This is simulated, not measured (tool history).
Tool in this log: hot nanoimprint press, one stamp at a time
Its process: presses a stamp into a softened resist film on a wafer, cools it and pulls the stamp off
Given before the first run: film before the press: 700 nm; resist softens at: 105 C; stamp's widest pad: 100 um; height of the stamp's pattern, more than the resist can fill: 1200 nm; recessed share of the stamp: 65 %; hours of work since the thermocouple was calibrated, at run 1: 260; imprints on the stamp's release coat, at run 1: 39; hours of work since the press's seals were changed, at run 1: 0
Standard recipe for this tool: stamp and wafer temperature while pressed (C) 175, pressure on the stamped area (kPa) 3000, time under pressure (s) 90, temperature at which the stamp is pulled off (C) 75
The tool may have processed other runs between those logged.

run,hour,stamp and wafer temperature while pressed (C),pressure on the stamped area (kPa),time under pressure (s),temperature at which the stamp is pulled off (C),hours of work since the thermocouple was calibrated,imprints on the stamp's release coat,hours of work since the press's seals were changed,resist left under the stamp's widest pad (Å),greatest force while the stamp is pulled off (N)
1,0.0,175,3000,90,75,260,39,0,3038,221
2,56.6,175,2270,90,75,285,199,25,3491,227
# hour 77.8: plate thermocouple calibrated
3,94.0,175,2270,90,75,7,297,40,3545,249
4,129.4,175,2270,90,75,22,397,55,3616,246
5,174.9,175,3000,90,80,42,526,75,3153,233
6,217.0,175,3000,90,80,61,645,93,3198,236
# hour 263.0: stamp cleaned and given a new release coat
7,263.4,175,3000,90,80,78,1,111,3160,195
8,299.9,175,3000,90,80,94,104,127,3204,199
# hour 351.3: plate thermocouple calibrated, once more
9,361.1,175,3000,90,80,4,269,152,2864,207
10,402.4,175,3000,112,75,22,386,170,2638,234
11,453.2,175,3000,112,75,44,530,192,2643,238
12,497.8,175,3000,112,75,64,656,211,2644,256
# hour 542.3: stamp cleaned and given a new release coat
13,545.6,175,3000,112,75,82,9,230,2707,203
14,592.7,175,3000,90,75,102,143,250,2918,221
15,651.8,164,3000,90,75,128,310,276,4475,231
16,700.3,178,3000,116,75,149,447,297,2381,239
17,734.5,173,3660,166,67,164,544,312,2300,291
18,793.6,167,1810,90,75,190,711,338,4885,269
# hour 819.0: stamp cleaned and given a new release coat
19,848.6,171,3280,46,75,211,84,359,4204,221
20,901.3,171,3000,78,75,234,233,382,3695,231
21,949.8,171,3000,67,75,255,370,403,3967,234
22,989.1,170,2220,140,75,272,481,420,3603,249
# hour 1042.1: plate thermocouple calibrated
23,1046.1,166,3000,178,79,2,634,444,3259,229
24,1089.5,173,4080,84,79,21,757,462,2824,236
# hour 1098.3: stamp cleaned and given a new release coat
25,1129.9,173,4080,84,79,36,89,477,2814,192
26,1181.9,173,4080,84,79,58,236,500,2883,209
27,1222.4,175,4340,165,75,76,351,518,1923,231
28,1271.0,175,4340,165,75,97,489,539,1933,246
29,1317.2,175,4340,165,75,117,620,559,1952,256

Here are 4 independent what-if runs from the current tool condition. What would each one return?
A,1363.2,169,3000,90,75,137,750,579,?,?
B,1363.2,175,1870,165,76,137,750,579,?,?
C,1363.2,175,2690,165,79,137,750,579,?,?
D,1363.2,175,2320,90,70,137,750,579,?,?

run,resist left under the stamp's widest pad (Å),greatest force while the stamp is pulled off (N)
A,3785,265
B,2943,256
C,2492,247
D,3320,284
With no hidden state in the tool, these same runs would have given:
run,resist left under the stamp's widest pad (Å),greatest force while the stamp is pulled off (N)
A,3668,210
B,2863,202
C,2408,195
D,3226,225
